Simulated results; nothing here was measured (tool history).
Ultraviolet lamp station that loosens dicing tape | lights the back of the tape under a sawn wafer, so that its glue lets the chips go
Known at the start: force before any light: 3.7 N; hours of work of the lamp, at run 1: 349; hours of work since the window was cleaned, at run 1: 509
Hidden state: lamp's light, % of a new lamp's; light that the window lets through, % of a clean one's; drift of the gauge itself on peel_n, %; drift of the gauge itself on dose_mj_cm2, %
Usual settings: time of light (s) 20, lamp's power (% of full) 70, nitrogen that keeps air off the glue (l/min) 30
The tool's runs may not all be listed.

| run | hour | time of light (s) | lamp's power (% of full) | nitrogen that keeps air off the glue (l/min) | hours of work of the lamp | hours of work since the window was cleaned | force that peels the tape off (N) | light that reached the tape (J/m2) |
|---|---|---|---|---|---|---|---|---|
| 1 | 0.0 | 20 | 70 | 30 | 349 | 509 | 0.771 | 3850 |
| 2 | 10.1 | 20 | 70 | 30 | 354 | 514 | 0.805 | 3790 |
| 3 | 26.7 | 20 | 70 | 30 | 363 | 523 | 0.842 | 3770 |
| 4 | 40.6 | 20 | 73 | 30 | 371 | 531 | 0.802 | 3990 |
| 5 | 57.4 | 40 | 70 | 30 | 380 | 540 | 0.295 | 7620 |
| 6 | 68.0 | 40 | 70 | 30 | 386 | 546 | 0.298 | 7590 |
| 7 | 75.1 | 40 | 70 | 30 | 389 | 549 | 0.283 | 7560 |
| 8 | 91.1 | 40 | 70 | 30 | 398 | 558 | 0.294 | 7590 |
| 9 | 103.7 | 40 | 70 | 30 | 405 | 565 | 0.288 | 7490 |
| 10 | 111.5 | 17 | 70 | 30 | 409 | 569 | 1.056 | 3200 |
| 11 | 119.4 | 17 | 70 | 30 | 413 | 573 | 1.030 | 3180 |
| 12 | 127.1 | 17 | 70 | 30 | 418 | 578 | 1.028 | 3150 |
| 13 | 143.5 | 17 | 70 | 30 | 426 | 586 | 1.070 | 3100 |
| 14 | 155.4 | 20 | 80 | 30 | 433 | 593 | 0.734 | 4250 |
| 15 | 166.7 | 20 | 80 | 30 | 439 | 599 | 0.716 | 4190 |
| 16 | 183.7 | 20 | 70 | 55 | 448 | 608 | 0.712 | 3650 |
| 17 | 196.8 | 20 | 70 | 55 | 455 | 615 | 0.725 | 3660 |
| 18 | 212.3 | 20 | 70 | 55 | 464 | 624 | 0.738 | 3630 |
| 19 | 225.2 | 20 | 70 | 30 | 471 | 631 | 0.899 | 3620 |
| 20 | 241.0 | 20 | 70 | 30 | 479 | 639 | 0.900 | 3610 |
| 21 | 255.9 | 20 | 70 | 30 | 487 | 647 | 0.891 | 3580 |
| 22 | 264.8 | 10 | 75 | 55 | 492 | 652 | 1.560 | 1900 |
| 23 | 281.6 | 27 | 70 | 11 | 501 | 661 | 0.945 | 4830 |
| 24 | 297.8 | 27 | 70 | 11 | 510 | 670 | 0.904 | 4770 |
| 25 | 306.5 | 19 | 70 | 20 | 515 | 675 | 1.133 | 3340 |
| 26 | 314.6 | 17 | 70 | 29 | 519 | 679 | 1.140 | 3010 |
| 27 | 329.4 | 20 | 71 | 25 | 527 | 687 | 0.948 | 3480 |
| 28 | 346.2 | 26 | 93 | 51 | 536 | 696 | 0.344 | 5970 |
|  | 354.3 | window cleaned of glue's vapour |
| 29 | 361.7 | 26 | 93 | 10 | 544 | 4 | 0.584 | 6870 |
| 30 | 378.0 | 12 | 64 | 30 | 553 | 13 | 1.498 | 2140 |
| 31 | 386.7 | 22 | 75 | 25 | 558 | 18 | 0.679 | 4690 |
| 32 | 398.6 | 30 | 63 | 35 | 564 | 24 | 0.474 | 5350 |
| 33 | 409.5 | 36 | 70 | 30 | 570 | 30 | 0.320 | 7070 |
| 34 | 419.6 | 22 | 62 | 13 | 575 | 35 | 1.137 | 3820 |
| 35 | 432.2 | 20 | 70 | 33 | 582 | 42 | 0.794 | 3910 |
| 36 | 443.0 | 20 | 70 | 16 | 588 | 48 | 1.022 | 3930 |
| 37 | 454.2 | 40 | 78 | 30 | 594 | 54 | 0.237 | 8700 |
| 38 | 466.4 | 40 | 78 | 30 | 601 | 61 | 0.238 | 8590 |
| 39 | 474.2 | 40 | 78 | 30 | 605 | 65 | 0.250 | 8620 |
| 40 | 487.0 | 40 | 90 | 9 | 612 | 72 | 0.332 | 10010 |
| 41 | 497.8 | 40 | 90 | 9 | 618 | 78 | 0.331 | 9870 |
| 42 | 513.7 | 21 | 81 | 30 | 626 | 86 | 0.638 | 4680 |

The same runs without the tool's hidden state, with the same run-to-run variation:
| run | force that peels the tape off (N) | light that reached the tape (J/m2) |
|---|---|---|
| 1 | 0.572 | 4750 |
| 2 | 0.594 | 4700 |
| 3 | 0.618 | 4690 |
| 4 | 0.581 | 4970 |
| 5 | 0.218 | 9540 |
| 6 | 0.220 | 9530 |
| 7 | 0.207 | 9520 |
| 8 | 0.214 | 9600 |
| 9 | 0.210 | 9510 |
| 10 | 0.778 | 4060 |
| 11 | 0.754 | 4040 |
| 12 | 0.752 | 4030 |
| 13 | 0.776 | 3980 |
| 14 | 0.499 | 5480 |
| 15 | 0.483 | 5420 |
| 16 | 0.479 | 4730 |
| 17 | 0.483 | 4770 |
| 18 | 0.492 | 4750 |
| 19 | 0.612 | 4750 |
| 20 | 0.611 | 4760 |
| 21 | 0.600 | 4750 |
| 22 | 1.184 | 2520 |
| 23 | 0.632 | 6450 |
| 24 | 0.599 | 6410 |
| 25 | 0.783 | 4490 |
| 26 | 0.785 | 4050 |
| 27 | 0.626 | 4720 |
| 28 | 0.223 | 8130 |
| 29 | 0.442 | 8170 |
| 30 | 1.273 | 2570 |
| 31 | 0.516 | 5610 |
| 32 | 0.351 | 6430 |
| 33 | 0.242 | 8530 |
| 34 | 0.907 | 4620 |
| 35 | 0.598 | 4740 |
| 36 | 0.795 | 4780 |
| 37 | 0.192 | 10620 |
| 38 | 0.190 | 10520 |
| 39 | 0.200 | 10580 |
| 40 | 0.243 | 12330 |
| 41 | 0.241 | 12200 |
| 42 | 0.455 | 5810 |

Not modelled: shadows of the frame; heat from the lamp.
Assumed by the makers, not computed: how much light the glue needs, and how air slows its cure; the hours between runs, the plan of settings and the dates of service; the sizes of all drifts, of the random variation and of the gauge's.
